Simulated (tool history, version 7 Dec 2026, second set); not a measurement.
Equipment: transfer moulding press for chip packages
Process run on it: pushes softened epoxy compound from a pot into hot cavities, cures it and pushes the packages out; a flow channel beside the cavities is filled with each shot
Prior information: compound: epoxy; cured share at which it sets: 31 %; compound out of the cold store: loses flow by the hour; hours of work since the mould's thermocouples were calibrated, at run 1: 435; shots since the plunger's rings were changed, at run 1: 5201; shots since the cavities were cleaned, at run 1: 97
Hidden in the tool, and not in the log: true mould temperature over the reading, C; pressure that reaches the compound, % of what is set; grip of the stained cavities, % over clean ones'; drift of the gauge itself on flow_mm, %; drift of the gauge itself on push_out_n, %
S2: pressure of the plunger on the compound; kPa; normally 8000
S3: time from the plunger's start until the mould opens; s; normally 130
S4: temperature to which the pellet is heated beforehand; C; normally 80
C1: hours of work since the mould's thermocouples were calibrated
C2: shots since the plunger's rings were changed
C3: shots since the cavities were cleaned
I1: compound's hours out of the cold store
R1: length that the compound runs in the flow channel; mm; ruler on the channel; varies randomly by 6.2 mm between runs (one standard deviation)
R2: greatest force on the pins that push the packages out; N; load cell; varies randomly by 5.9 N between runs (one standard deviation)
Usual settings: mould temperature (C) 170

{"run": 1, "day": 0.0, "mould temperature (C)": 170, "S2": 8000, "S3": 130, "S4": 80, "C1": 435, "C2": 5201, "C3": 97, "I1": 22.9, "R1": 640, "R2": 250}
{"run": 2, "day": 2.933, "mould temperature (C)": 170, "S2": 8000, "S3": 130, "S4": 80, "C1": 468, "C2": 5710, "C3": 606, "I1": 28.2, "R1": 627, "R2": 323}
{"day": 3.55, "done": "cavities cleaned with cleaning compound and waxed"}
{"run": 3, "day": 4.479, "mould temperature (C)": 170, "S2": 8000, "S3": 130, "S4": 88, "C1": 485, "C2": 5969, "C3": 162, "I1": 21.6, "R1": 641, "R2": 262}
{"run": 4, "day": 6.25, "mould temperature (C)": 170, "S2": 8000, "S3": 130, "S4": 88, "C1": 506, "C2": 6276, "C3": 469, "I1": 28.4, "R1": 634, "R2": 328}
{"day": 7.6, "done": "cavities cleaned with cleaning compound and waxed"}
{"run": 5, "day": 7.808, "mould temperature (C)": 170, "S2": 8000, "S3": 130, "S4": 80, "C1": 523, "C2": 6536, "C3": 36, "I1": 8.0, "R1": 666, "R2": 250}
{"day": 9.162, "done": "plunger's sealing rings changed"}
{"run": 6, "day": 10.496, "mould temperature (C)": 170, "S2": 8000, "S3": 130, "S4": 80, "C1": 553, "C2": 231, "C3": 485, "I1": 36.7, "R1": 681, "R2": 308}
{"day": 11.9, "done": "cavities cleaned with cleaning compound and waxed"}
{"run": 7, "day": 12.65, "mould temperature (C)": 170, "S2": 8000, "S3": 130, "S4": 80, "C1": 577, "C2": 594, "C3": 130, "I1": 39.1, "R1": 669, "R2": 254}
{"run": 8, "day": 14.529, "mould temperature (C)": 170, "S2": 8000, "S3": 130, "S4": 80, "C1": 598, "C2": 921, "C3": 457, "I1": 11.7, "R1": 739, "R2": 308}
{"day": 15.892, "done": "cavities cleaned with cleaning compound and waxed"}
{"run": 9, "day": 16.533, "mould temperature (C)": 170, "S2": 8000, "S3": 130, "S4": 80, "C1": 621, "C2": 1259, "C3": 112, "I1": 33.0, "R1": 672, "R2": 260}
{"day": 17.333, "done": "mould's thermocouples calibrated"}
{"run": 10, "day": 19.321, "mould temperature (C)": 170, "S2": 8000, "S3": 119, "S4": 80, "C1": 23, "C2": 1728, "C3": 581, "I1": 11.4, "R1": 727, "R2": 387}
{"day": 20.029, "done": "cavities cleaned with cleaning compound and waxed"}
{"run": 11, "day": 21.338, "mould temperature (C)": 170, "S2": 8000, "S3": 119, "S4": 80, "C1": 45, "C2": 2068, "C3": 227, "I1": 32.3, "R1": 666, "R2": 319}
{"run": 12, "day": 23.204, "mould temperature (C)": 170, "S2": 8000, "S3": 119, "S4": 80, "C1": 67, "C2": 2393, "C3": 552, "I1": 24.7, "R1": 687, "R2": 380}
{"day": 24.038, "done": "cavities cleaned with cleaning compound and waxed"}
{"run": 13, "day": 26.033, "mould temperature (C)": 170, "S2": 8000, "S3": 162, "S4": 80, "C1": 99, "C2": 2873, "C3": 346, "I1": 16.2, "R1": 695, "R2": 254}
{"day": 28.021, "done": "cavities cleaned with cleaning compound and waxed"}
{"run": 14, "day": 29.025, "mould temperature (C)": 170, "S2": 8000, "S3": 162, "S4": 80, "C1": 132, "C2": 3383, "C3": 175, "I1": 31.3, "R1": 649, "R2": 240}
{"run": 15, "day": 31.583, "mould temperature (C)": 170, "S2": 9170, "S3": 133, "S4": 83, "C1": 162, "C2": 3827, "C3": 619, "I1": 9.0, "R1": 760, "R2": 347}
{"day": 32.133, "done": "cavities cleaned with cleaning compound and waxed"}
{"run": 16, "day": 34.292, "mould temperature (C)": 166, "S2": 9790, "S3": 147, "S4": 86, "C1": 192, "C2": 4288, "C3": 376, "I1": 41.2, "R1": 708, "R2": 326}
{"day": 36.112, "done": "mould's thermocouples calibrated, once more"}
{"run": 17, "day": 36.112, "mould temperature (C)": 167, "S2": 9720, "S3": 149, "S4": 86, "C1": 0, "C2": 4589, "C3": 677, "I1": 37.4, "R1": 690, "R2": 322}
{"day": 36.412, "done": "cavities cleaned with cleaning compound and waxed"}
{"run": 18, "day": 37.971, "mould temperature (C)": 167, "S2": 9720, "S3": 149, "S4": 86, "C1": 21, "C2": 4902, "C3": 272, "I1": 16.9, "R1": 750, "R2": 266}
{"run": 19, "day": 39.554, "mould temperature (C)": 170, "S2": 8000, "S3": 120, "S4": 82, "C1": 39, "C2": 5177, "C3": 547, "I1": 38.0, "R1": 604, "R2": 329}
{"day": 40.475, "done": "cavities cleaned with cleaning compound and waxed"}
{"run": 20, "day": 42.754, "mould temperature (C)": 170, "S2": 8000, "S3": 120, "S4": 82, "C1": 75, "C2": 5722, "C3": 396, "I1": 27.7, "R1": 635, "R2": 333}
{"day": 44.529, "done": "cavities cleaned with cleaning compound and waxed"}
{"run": 21, "day": 44.871, "mould temperature (C)": 167, "S2": 8000, "S3": 166, "S4": 72, "C1": 99, "C2": 6079, "C3": 60, "I1": 21.0, "R1": 656, "R2": 224}
{"run": 22, "day": 46.862, "mould temperature (C)": 167, "S2": 8000, "S3": 166, "S4": 72, "C1": 122, "C2": 6425, "C3": 406, "I1": 43.2, "R1": 595, "R2": 259}
{"day": 48.621, "done": "cavities cleaned with cleaning compound and waxed"}
{"day": 48.938, "done": "plunger's sealing rings changed"}
{"run": 23, "day": 49.25, "mould temperature (C)": 167, "S2": 8000, "S3": 166, "S4": 72, "C1": 147, "C2": 54, "C3": 91, "I1": 16.5, "R1": 755, "R2": 218}
{"run": 24, "day": 52.096, "mould temperature (C)": 174, "S2": 9490, "S3": 141, "S4": 72, "C1": 180, "C2": 549, "C3": 586, "I1": 45.1, "R1": 716, "R2": 269}
{"day": 52.938, "done": "cavities cleaned with cleaning compound and waxed"}
{"run": 25, "day": 54.992, "mould temperature (C)": 170, "S2": 8000, "S3": 169, "S4": 89, "C1": 213, "C2": 1042, "C3": 358, "I1": 12.5, "R1": 740, "R2": 257}
{"day": 56.917, "done": "cavities cleaned with cleaning compound and waxed"}
{"run": 26, "day": 57.054, "mould temperature (C)": 170, "S2": 8000, "S3": 169, "S4": 89, "C1": 236, "C2": 1389, "C3": 24, "I1": 30.6, "R1": 673, "R2": 194}
{"run": 27, "day": 58.425, "mould temperature (C)": 170, "S2": 8000, "S3": 169, "S4": 89, "C1": 251, "C2": 1627, "C3": 262, "I1": 8.9, "R1": 739, "R2": 240}
{"day": 61.167, "done": "cavities cleaned with cleaning compound and waxed"}
{"run": 28, "day": 61.167, "mould temperature (C)": 170, "S2": 9060, "S3": 156, "S4": 89, "C1": 282, "C2": 2093, "C3": 0, "I1": 40.5, "R1": 687, "R2": 207}

Forecast each of these 3 alternatives for the next run:
{"run": "A", "day": 62.779, "mould temperature (C)": 170, "S2": 7760, "S3": 156, "S4": 71, "C1": 301, "C2": 2373, "C3": 280, "I1": 22.2, "R1": "?", "R2": "?"}
{"run": "B", "day": 62.779, "mould temperature (C)": 164, "S2": 7880, "S3": 156, "S4": 88, "C1": 301, "C2": 2373, "C3": 280, "I1": 16.2, "R1": "?", "R2": "?"}
{"run": "C", "day": 62.779, "mould temperature (C)": 170, "S2": 7480, "S3": 156, "S4": 80, "C1": 301, "C2": 2373, "C3": 280, "I1": 19.8, "R1": "?", "R2": "?"}

run=A R1=681 R2=241
run=B R1=711 R2=278
run=C R1=675 R2=246
Stripped of hidden state, with their random variation kept, the same runs would have yielded:
run=A R1=714 R2=193
run=B R1=745 R2=220
run=C R1=708 R2=197
